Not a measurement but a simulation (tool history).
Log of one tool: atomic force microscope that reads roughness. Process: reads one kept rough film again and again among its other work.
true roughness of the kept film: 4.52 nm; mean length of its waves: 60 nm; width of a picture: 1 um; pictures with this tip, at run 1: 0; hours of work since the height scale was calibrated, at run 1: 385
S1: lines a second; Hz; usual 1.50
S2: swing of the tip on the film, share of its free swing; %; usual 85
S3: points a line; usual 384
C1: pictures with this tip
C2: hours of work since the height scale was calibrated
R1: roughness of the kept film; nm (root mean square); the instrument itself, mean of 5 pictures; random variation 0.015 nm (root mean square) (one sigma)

run 1 hour=0.0 | S1=1.50 S2=85 S3=384 | C1=0 C2=385 | R1=3.575
run 2 hour=21.7 | S1=1.50 S2=85 S3=384 | C1=31 C2=394 | R1=3.526
run 3 hour=60.4 | S1=1.50 S2=85 S3=384 | C1=85 C2=411 | R1=3.405
run 4 hour=88.1 | S1=1.50 S2=62 S3=384 | C1=124 C2=423 | R1=3.837
run 5 hour=117.5 | S1=1.50 S2=62 S3=384 | C1=165 C2=436 | R1=3.731
run 6 hour=147.3 | S1=1.50 S2=62 S3=384 | C1=207 C2=449 | R1=3.701
-- hour=181.5 new tip fitted
run 7 hour=181.5 | S1=1.21 S2=62 S3=384 | C1=0 C2=464 | R1=4.093
run 8 hour=197.8 | S1=1.21 S2=62 S3=384 | C1=23 C2=471 | R1=4.032
run 9 hour=231.4 | S1=1.21 S2=62 S3=384 | C1=70 C2=485 | R1=3.967
run 10 hour=253.0 | S1=1.21 S2=62 S3=384 | C1=101 C2=495 | R1=3.912
run 11 hour=273.7 | S1=1.21 S2=62 S3=384 | C1=130 C2=504 | R1=3.852
run 12 hour=312.3 | S1=1.50 S2=85 S3=384 | C1=184 C2=520 | R1=3.282
run 13 hour=333.4 | S1=1.04 S2=85 S3=384 | C1=214 C2=530 | R1=3.410
-- hour=361.9 new tip fitted
run 14 hour=370.4 | S1=1.04 S2=85 S3=384 | C1=12 C2=546 | R1=3.717
run 15 hour=389.7 | S1=1.04 S2=85 S3=384 | C1=39 C2=554 | R1=3.640
run 16 hour=424.6 | S1=1.04 S2=85 S3=384 | C1=88 C2=569 | R1=3.598
run 17 hour=460.2 | S1=1.04 S2=85 S3=384 | C1=138 C2=585 | R1=3.513
run 18 hour=488.4 | S1=1.04 S2=85 S3=384 | C1=178 C2=597 | R1=3.488
run 19 hour=521.1 | S1=1.50 S2=84 S3=645 | C1=224 C2=611 | R1=3.251
-- hour=542.5 new tip fitted
run 20 hour=549.3 | S1=1.97 S2=85 S3=868 | C1=10 C2=623 | R1=3.386
run 21 hour=574.2 | S1=1.97 S2=85 S3=868 | C1=45 C2=634 | R1=3.287
run 22 hour=592.0 | S1=1.50 S2=85 S3=394 | C1=70 C2=642 | R1=3.433
run 23 hour=609.7 | S1=3.99 S2=64 S3=394 | C1=95 C2=649 | R1=3.475
run 24 hour=645.2 | S1=1.57 S2=85 S3=384 | C1=145 C2=665 | R1=3.302
run 25 hour=678.8 | S1=1.50 S2=56 S3=956 | C1=192 C2=679 | R1=3.785
run 26 hour=698.6 | S1=3.67 S2=81 S3=400 | C1=220 C2=688 | R1=2.774
run 27 hour=717.6 | S1=3.67 S2=81 S3=400 | C1=247 C2=696 | R1=2.742
-- hour=723.2 new tip fitted
run 28 hour=753.2 | S1=0.64 S2=77 S3=400 | C1=42 C2=712 | R1=3.960
run 29 hour=778.3 | S1=0.76 S2=76 S3=384 | C1=78 C2=723 | R1=3.873
run 30 hour=805.1 | S1=0.76 S2=76 S3=384 | C1=115 C2=734 | R1=3.788
run 31 hour=836.6 | S1=1.50 S2=70 S3=498 | C1=160 C2=748 | R1=3.625
run 32 hour=870.7 | S1=3.16 S2=72 S3=315 | C1=208 C2=763 | R1=3.200
run 33 hour=897.2 | S1=3.16 S2=72 S3=315 | C1=245 C2=774 | R1=3.134
-- hour=903.4 new tip fitted
run 34 hour=920.8 | S1=3.16 S2=72 S3=315 | C1=25 C2=784 | R1=3.441
run 35 hour=958.5 | S1=3.80 S2=78 S3=299 | C1=78 C2=801 | R1=3.005
run 36 hour=984.1 | S1=3.03 S2=85 S3=623 | C1=114 C2=812 | R1=2.884

Forecast each of these 3 alternatives for the next run:
run A hour=1003.5 | S1=3.03 S2=85 S3=639 | C1=141 C2=820 | R1=?
run B hour=1003.5 | S1=2.77 S2=85 S3=623 | C1=141 C2=820 | R1=?
run C hour=1003.5 | S1=1.50 S2=57 S3=384 | C1=141 C2=820 | R1=?

run=A R1=2.840
run=B R1=2.918
run=C R1=3.824
Without the tool's hidden state the same runs would have given:
run=A R1=3.054
run=B R1=3.138
run=C R1=4.113

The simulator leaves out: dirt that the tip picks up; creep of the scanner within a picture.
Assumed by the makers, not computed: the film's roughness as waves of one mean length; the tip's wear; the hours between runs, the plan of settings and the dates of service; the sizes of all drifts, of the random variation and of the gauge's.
